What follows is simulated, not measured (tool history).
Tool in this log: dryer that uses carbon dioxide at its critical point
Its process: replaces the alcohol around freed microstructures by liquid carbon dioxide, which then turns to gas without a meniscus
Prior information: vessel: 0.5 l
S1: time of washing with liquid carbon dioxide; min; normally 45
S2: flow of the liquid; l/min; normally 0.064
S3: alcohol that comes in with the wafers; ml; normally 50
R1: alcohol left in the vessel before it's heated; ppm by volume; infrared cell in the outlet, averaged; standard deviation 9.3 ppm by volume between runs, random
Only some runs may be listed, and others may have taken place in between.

run,hour,S1,S2,S3,R1
1,0,45,0.064,50,706
2,39.2,45,0.064,50,728
3,94.9,45,0.064,50,771
4,148.3,45,0.064,50,770
5,185.2,45,0.064,50,794
6,242,45,0.064,87,1413
7,292.6,45,0.044,50,3918
8,326.9,45,0.064,21,408
9,370.4,45,0.064,21,418
10,395.7,45,0.0949,50,145
11,425.7,45,0.0949,50,136
12,483.8,45,0.0949,50,158
13,509.1,45,0.0949,50,164
14,548.6,45,0.0949,50,162
15,576.9,45,0.064,54,1116
16,609.5,45,0.064,54,1144
17,643.4,45,0.064,54,1197
18,703.6,45,0.064,50,1116
19,745.1,45,0.064,50,1164
20,789.5,45,0.064,50,1232
21,841.9,45,0.064,50,1263
22,887.3,45,0.064,50,1313
23,927.2,45,0.064,50,1336
24,958.1,27,0.0748,72,6704
# hour 1019.3: inlet filter changed
25,1020,27,0.0748,72,3637
26,1056.2,45,0.064,67,805
27,1101.1,31,0.0959,61,622
28,1129.9,31,0.0959,61,605
29,1181.1,51,0.0558,28,449
30,1221.3,35,0.0639,50,2030
31,1271,41,0.0969,50,157
32,1305,36,0.0999,113,455
# hour 1315.7: purifier's bed changed
33,1354.3,45,0.0654,55,653
34,1403.8,45,0.0654,55,685
35,1455.7,30,0.0426,50,11443
36,1486,45,0.064,89,1301
37,1521.3,45,0.0551,50,1546
38,1567,45,0.0551,50,1568
39,1594.7,62,0.0397,37,1278
40,1633.8,68,0.064,36,60
41,1690.8,68,0.064,36,61
42,1721.4,44,0.1054,58,61
43,1754.9,37,0.051,24,2238
44,1780.2,66,0.064,50,107
45,1826.7,54,0.064,50,385
46,1852.7,54,0.064,50,384

Had the tool no unlogged condition, and each run kept its random variation, what would the results have been?
What the log doesn't record here: flow that reaches the vessel past the clogged filter, %; alcohol in the recycled carbon dioxide, ppm; drift of the gauge itself on alcohol_ppm, %.
run,R1
1,522
2,523
3,536
4,513
5,521
6,915
7,2878
8,223
9,221
10,42
11,30
12,46
13,48
14,41
15,554
16,559
17,573
18,509
19,515
20,536
21,526
22,534
23,525
24,3508
25,3538
26,704
27,506
28,481
29,326
30,1728
31,62
32,285
33,508
34,511
35,9951
36,925
37,1128
38,1110
39,894
40,27
41,25
42,25
43,1572
44,42
45,190
46,179

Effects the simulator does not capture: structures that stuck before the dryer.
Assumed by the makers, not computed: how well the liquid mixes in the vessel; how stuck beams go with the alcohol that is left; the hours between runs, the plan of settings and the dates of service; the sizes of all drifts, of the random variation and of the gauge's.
